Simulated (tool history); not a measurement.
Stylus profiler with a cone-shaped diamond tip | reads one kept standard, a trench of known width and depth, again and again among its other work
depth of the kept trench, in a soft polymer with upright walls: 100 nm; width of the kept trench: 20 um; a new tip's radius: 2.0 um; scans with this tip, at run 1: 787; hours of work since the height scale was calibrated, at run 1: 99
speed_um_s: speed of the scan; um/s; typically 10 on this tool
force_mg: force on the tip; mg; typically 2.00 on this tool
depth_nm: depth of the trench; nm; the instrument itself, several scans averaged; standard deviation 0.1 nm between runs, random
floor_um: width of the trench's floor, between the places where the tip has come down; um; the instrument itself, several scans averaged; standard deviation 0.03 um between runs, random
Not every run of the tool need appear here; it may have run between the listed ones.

run   hour  speed_um_s  force_mg  scans with this tip  hours of work since the height scale was calibrated  depth_nm  floor_um
  1    0.0          10      2.00                  787                                                   99    100.74     18.74
  2   10.8          10      2.00                  854                                                  107    100.77     18.78
  3   18.2          10      2.00                  900                                                  113    100.57     18.74
  4   32.7          10      2.00                  989                                                  124    100.75     18.71
  5   42.2          10      2.00                 1048                                                  131    100.51     18.78
  6   53.5          10      2.00                 1118                                                  140    100.85     18.72
  7   62.1          10      1.16                 1172                                                  147    100.61     18.68
  8   72.6          10      4.31                 1237                                                  155    101.33     18.72
  9   86.1          10      2.34                 1320                                                  165    100.97     18.71
 10   98.7          10      2.34                 1399                                                  175    100.90     18.73
 11  107.1          10      2.66                 1451                                                  182    101.13     18.71
 12  119.7          10      2.66                 1529                                                  191    100.88     18.72
 13  134.8          10      4.37                 1622                                                  203    101.18     18.76
 14  145.3          10      4.37                 1688                                                  211    101.30     18.68
 15  161.7           2      2.00                 1789                                                  224    100.70     18.77
 16  169.7           2      2.00                 1839                                                  230    100.89     18.73
 17  184.2           2      2.00                 1929                                                  242    100.65     18.74
 18  192.8           2      2.00                 1982                                                  248    100.85     18.70
 19  201.6           2      2.00                 2037                                                  255    100.78     18.74
 20  213.9           2      2.00                 2113                                                  265    100.91     18.71
 21  229.1           2      2.00                 2208                                                  276    100.58     18.74
 22  236.9           2      2.00                 2255                                                  282    100.64     18.71
 23  251.5           2      2.00                 2346                                                  294    100.71     18.76
 24  260.7          20      2.00                 2403                                                  301    100.81     18.71
 25  269.3          20      2.00                 2457                                                  308    100.90     18.69
 26  285.1          20      2.00                 2554                                                  320    100.77     18.74
 27  298.8          20      2.00                 2639                                                  330    100.68     18.74
 28  312.1          20      2.00                 2722                                                  341    100.46     18.72
 29  327.9           3      1.18                 2820                                                  353    100.57     18.70
 30  338.6           8      2.56                 2886                                                  361    100.85     18.79
 31  353.0          10      4.69                 2976                                                  373    101.23     18.78
 32  367.2           9      3.23                 3064                                                  384    101.06     18.77
 33  382.7          18      0.68                 3160                                                  396    100.29     18.69
 34  391.6          10      1.52                 3215                                                  402    100.57     18.70
 35  403.6          10      1.52                 3289                                                  412    100.53     18.71
 36  416.2          10      2.73                 3367                                                  422    101.07     18.74
 37  423.0          10      2.73                 3410                                                  427    100.97     18.72
 38  430.2          10      2.73                 3454                                                  432    100.99     18.71
 39  437.2           2      2.00                 3497                                                  438    100.89     18.71
 40  449.9           2      2.00                 3576                                                  448    100.88     18.77
 41  459.4           2      1.34                 3635                                                  455    100.44     18.72
 42  466.3          22      1.66                 3678                                                  460    100.58     18.64
 43  476.8           2      1.10                 3743                                                  469    100.53     18.73
 44  493.4           3      2.34                 3846                                                  482    100.82     18.75
 45  506.6           3      2.34                 3928                                                  492    100.78     18.77
 46  518.2          27      1.01                 4000                                                  501    100.48     18.66

Predict each of these 3 candidate next runs independently; none follows another, all start after run 46:
  A  530.8           6      2.21                 4078                                                  510         ?         ?
  B  530.8           5      1.45                 4078                                                  510         ?         ?
  C  530.8           9      2.28                 4078                                                  510         ?         ?

run  depth_nm  floor_um
  A    100.75     18.72
  B    100.57     18.71
  C    100.74     18.74
Without the tool's hidden state the same runs would have given:
run  depth_nm  floor_um
  A    100.74     18.73
  B    100.56     18.71
  C    100.74     18.75
